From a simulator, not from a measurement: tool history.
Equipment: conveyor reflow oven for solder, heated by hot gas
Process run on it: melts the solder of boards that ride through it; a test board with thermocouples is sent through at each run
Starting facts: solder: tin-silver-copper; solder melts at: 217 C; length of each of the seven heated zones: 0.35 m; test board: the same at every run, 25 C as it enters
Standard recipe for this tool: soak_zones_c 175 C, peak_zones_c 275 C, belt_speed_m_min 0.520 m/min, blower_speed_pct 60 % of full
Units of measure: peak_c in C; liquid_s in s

run     day  soak_zones_c  peak_zones_c  belt_speed_m_min  blower_speed_pct  peak_c  liquid_s
  1   0.000           175           275             0.520                60   261.5      68.7
  2   1.462           175           275             0.520                60   261.8      68.6
  3   2.942           175           275             0.520                60   261.5      68.8
  4   4.308           175           275             0.520                60   261.8      68.6
  5   5.250           175           275             0.520                60   261.4      68.8
      6.800  -- flux residue cleaned out of gas plates and filters
  6   6.821           170           275             0.520                60   262.7      67.9
  7   7.983           175           275             0.520                76   266.5      72.2
  8   9.179           175           275             0.520                76   266.3      72.2
  9  10.354           175           275             0.520                76   266.3      72.1
 10  12.025           175           275             0.520                58   262.6      69.4
 11  13.600           175           275             0.520                60   263.0      70.0
 12  14.429           175           275             0.520                60   263.0      70.2
 13  15.212           182           281             0.526                64   269.8      75.3
 14  16.779           168           286             0.488                81   278.0      80.2
 15  17.775           175           265             0.557                60   251.7      58.2
 16  18.829           175           275             0.541                74   264.5      68.1
 17  19.562           175           275             0.614                60   257.4      55.5
 18  20.667           175           275             0.614                60   257.2      55.5
 19  21.408           186           265             0.572                67   253.9      62.6
 20  22.329           186           265             0.572                67   253.9      62.6
 21  23.275           186           265             0.572                67   253.8      62.4
 22  24.946           187           271             0.443                73   265.4      90.2
 23  25.771           175           271             0.578                60   255.3      58.1

Consider 4 possible next runs. They are alternatives, not a sequence: every one starts from the tool as it was left by run 23. What does each give?
  A  27.188           175           287             0.578                60       ?         ?
  B  27.188           183           271             0.578                60       ?         ?
  C  27.188           169           271             0.578                60       ?         ?
  D  27.188           175           288             0.520                61       ?         ?

run  peak_c  liquid_s
  A   269.9      66.0
  B   256.8      62.0
  C   254.4      55.3
  D   274.5      75.9
Stripped of hidden state, with their random variation kept, the same runs would have yielded:
run  peak_c  liquid_s
  A   271.0      65.1
  B   257.7      61.4
  C   255.5      55.2
  D   275.4      74.6

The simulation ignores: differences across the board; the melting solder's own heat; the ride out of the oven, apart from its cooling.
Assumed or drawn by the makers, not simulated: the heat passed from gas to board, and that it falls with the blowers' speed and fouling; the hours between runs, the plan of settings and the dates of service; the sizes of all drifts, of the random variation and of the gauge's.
